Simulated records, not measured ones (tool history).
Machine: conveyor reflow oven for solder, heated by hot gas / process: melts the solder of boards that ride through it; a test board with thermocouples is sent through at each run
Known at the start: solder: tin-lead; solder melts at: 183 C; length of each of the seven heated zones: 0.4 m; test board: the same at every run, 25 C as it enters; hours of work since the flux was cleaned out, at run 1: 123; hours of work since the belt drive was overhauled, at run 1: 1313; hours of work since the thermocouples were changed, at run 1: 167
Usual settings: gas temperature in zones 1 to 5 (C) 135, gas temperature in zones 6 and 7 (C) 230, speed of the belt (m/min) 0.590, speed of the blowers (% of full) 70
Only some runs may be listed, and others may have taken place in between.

run    hour  gas temperature in zones 1 to 5 (C)  gas temperature in zones 6 and 7 (C)  speed of the belt (m/min)  speed of the blowers (% of full)  hours of work since the flux was cleaned out  hours of work since the belt drive was overhauled  hours of work since the thermocouples were changed  highest temperature of the board (C)  time above the solder's melting point (s)
  1     0.0                                  135                                   230                      0.590                                70                                           123                                               1313                                                 167                                 213.3                                       58.2
  2    48.2                                  135                                   230                      0.590                                70                                           143                                               1333                                                 187                                 212.5                                       57.8
  3   124.7                                  135                                   229                      0.590                                70                                           174                                               1365                                                 219                                 211.0                                       56.1
  4   159.0                                  135                                   229                      0.590                                70                                           189                                               1379                                                 233                                 211.2                                       56.9
  5   202.9                                  135                                   229                      0.590                                70                                           207                                               1397                                                 251                                 210.3                                       54.6
  6   253.9                                  135                                   229                      0.590                                70                                           228                                               1418                                                 273                                 209.7                                       56.4
  7   301.9                                  135                                   229                      0.590                                70                                           248                                               1438                                                 293                                 210.6                                       55.6
  8   367.8                                  135                                   229                      0.590                                70                                           275                                               1466                                                 320                                 210.1                                       55.0
  9   429.5                                  135                                   229                      0.590                                70                                           301                                               1491                                                 346                                 210.5                                       55.0
 10   475.3                                  135                                   229                      0.590                                70                                           320                                               1510                                                 365                                 209.3                                       54.8
 11   556.0                                  135                                   229                      0.590                                70                                           354                                               1544                                                 398                                 209.5                                       54.8
 12   599.5                                  135                                   229                      0.590                                70                                           372                                               1562                                                 416                                 210.2                                       52.4
      663.8  -- belt drive overhauled, speed set with a stopwatch
 13   672.7                                  139                                   230                      0.590                                70                                           400                                                  4                                                 445                                 210.3                                       52.7
 14   751.3                                  135                                   238                      0.590                                70                                           433                                                 36                                                 478                                 214.7                                       56.1
 15   793.8                                  135                                   230                      0.590                                78                                           451                                                 54                                                 495                                 208.9                                       51.8
      815.9  -- flux residue cleaned out of gas plates and filters
 16   864.7                                  135                                   230                      0.590                                70                                            20                                                 81                                                 523                                 212.1                                       56.0
 17   932.5                                  135                                   230                      0.535                                70                                            48                                                110                                                 551                                 214.4                                       64.6
 18   975.6                                  130                                   234                      0.528                                70                                            66                                                128                                                 569                                 217.8                                       65.5
 19  1054.9                                  122                                   234                      0.528                                70                                            99                                                160                                                 602                                 216.1                                       61.5
 20  1089.3                                  124                                   230                      0.541                                70                                           114                                                175                                                 616                                 211.9                                       56.2
 21  1146.4                                  124                                   230                      0.541                                57                                           137                                                198                                                 640                                 208.6                                       52.5
 22  1190.1                                  135                                   219                      0.677                                77                                           156                                                217                                                 658                                 198.5                                       33.5
 23  1273.1                                  127                                   242                      0.673                                55                                           190                                                251                                                 692                                 209.3                                       41.7
 24  1316.9                                  135                                   244                      0.590                                61                                           208                                                269                                                 711                                 219.9                                       61.5
 25  1386.8                                  135                                   244                      0.590                                61                                           237                                                298                                                 740                                 218.8                                       62.0
 26  1451.4                                  135                                   244                      0.554                                74                                           264                                                325                                                 766                                 224.5                                       70.7
 27  1528.4                                  135                                   244                      0.554                                74                                           296                                                357                                                 798                                 223.7                                       68.1
 28  1581.3                                  135                                   230                      0.643                                60                                           318                                                379                                                 820                                 203.8                                       40.5
 29  1655.6                                  135                                   230                      0.643                                60                                           349                                                410                                                 851                                 203.3                                       40.2

Run 30, settings as shown, results not yet in. Your forecast:
 30  1696.1                                  135                                   230                      0.643                                60                                           366                                                427                                                 868                                     ?                                          ?

highest temperature of the board (C): 203.7
time above the solder's melting point (s): 40.6
With no hidden state in the tool, this same run would have given highest temperature of the board (C) 208.3, time above the solder's melting point (s) 46.0.
